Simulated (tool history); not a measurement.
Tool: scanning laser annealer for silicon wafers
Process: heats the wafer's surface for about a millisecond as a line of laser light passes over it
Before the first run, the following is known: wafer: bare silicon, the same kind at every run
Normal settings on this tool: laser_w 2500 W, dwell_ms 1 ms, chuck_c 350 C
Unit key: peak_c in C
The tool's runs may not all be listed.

run,hour,laser_w,dwell_ms,chuck_c,peak_c
1,0,2500,1,350,1134
2,14.5,2500,0.89,350,1080
3,37.1,2500,0.89,350,1081
4,61.4,2500,0.89,350,1077
5,79.6,2500,0.89,350,1079
6,106.3,2500,0.89,350,1077
7,130.9,2500,0.89,350,1076
8,154,2500,1,350,1129
9,181,2500,1,350,1128
10,201.1,2500,1,389,1164
# hour 208.3: optics aligned, line set to its width
11,233.6,2500,0.99,330,1097
12,260.4,2286,0.92,349,1012
13,275.9,2603,1.22,357,1261
14,294.6,2603,1.22,357,1261
# hour 323.6: optics aligned, line set to its width, once more
15,328,2500,0.77,350,1018
16,355.9,2500,0.77,350,1020
17,374.9,2500,0.77,350,1017

Run 18 comes next. What will it give?
18,388.2,2376,0.77,350,?

{"run 18": {"peak_c": 980}}
Had the tool carried no hidden state, the very same run would have given peak_c 999 C.
